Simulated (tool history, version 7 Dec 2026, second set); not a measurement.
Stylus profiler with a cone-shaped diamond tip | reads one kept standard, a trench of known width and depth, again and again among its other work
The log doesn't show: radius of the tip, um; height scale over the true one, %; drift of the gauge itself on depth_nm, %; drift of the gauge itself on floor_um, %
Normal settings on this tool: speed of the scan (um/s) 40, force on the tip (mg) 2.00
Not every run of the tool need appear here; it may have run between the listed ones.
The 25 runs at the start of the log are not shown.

run,hour,speed of the scan (um/s),force on the tip (mg),scans with this tip,hours of work since the height scale was calibrated,depth of the trench (angstrom),width of the trench's floor (um)
# hour 1581.2: new tip fitted, height scale calibrated
26,1591.1,14,2.00,56,4,2016.1,17.96
27,1635.1,14,2.00,304,24,2014.1,17.94
28,1710.0,34,2.00,727,59,2013.8,17.83
29,1789.7,68,4.93,1177,95,2026.8,17.66
30,1869.1,152,2.00,1625,131,2012.7,17.03
31,1950.2,152,2.00,2083,168,2014.0,16.97
32,1992.4,152,3.19,2321,187,2019.2,17.19
33,2067.6,152,3.19,2745,221,2019.5,17.13
34,2115.3,33,2.77,3014,243,2017.3,17.66
35,2193.8,45,4.30,3457,278,2022.9,17.65
36,2265.8,28,4.44,3864,311,2024.6,17.65
37,2344.5,59,1.96,4308,347,2013.2,17.40
38,2422.8,59,4.86,4750,383,2025.6,17.54
39,2468.9,21,1.09,5010,403,2006.0,17.58
40,2540.0,100,1.26,5411,436,2006.9,16.89
41,2610.3,16,4.59,5808,468,2023.7,17.61
42,2655.6,14,2.50,6063,488,2013.5,17.59
43,2695.0,33,0.73,6285,506,2003.4,17.29
44,2785.1,33,0.73,6794,547,2003.0,17.33
45,2837.2,16,2.00,7088,571,2011.4,17.51
46,2896.3,12,0.73,7422,598,2002.3,17.49

4 ways to go on from here, each from the tool as it stands after run 46. What would each give?
A,2945.1,46,2.59,7697,620,?,?
B,2945.1,12,1.64,7697,620,?,?
C,2945.1,126,2.86,7697,620,?,?
D,2945.1,16,4.15,7697,620,?,?

run,depth of the trench (angstrom),width of the trench's floor (um)
A,2013.4,17.31
B,2009.4,17.44
C,2015.2,16.91
D,2020.7,17.47
Had the tool no hidden state, the same runs would have come out as:
run,depth of the trench (angstrom),width of the trench's floor (um)
A,2018.9,17.78
B,2014.9,17.92
C,2020.7,17.38
D,2026.2,17.95
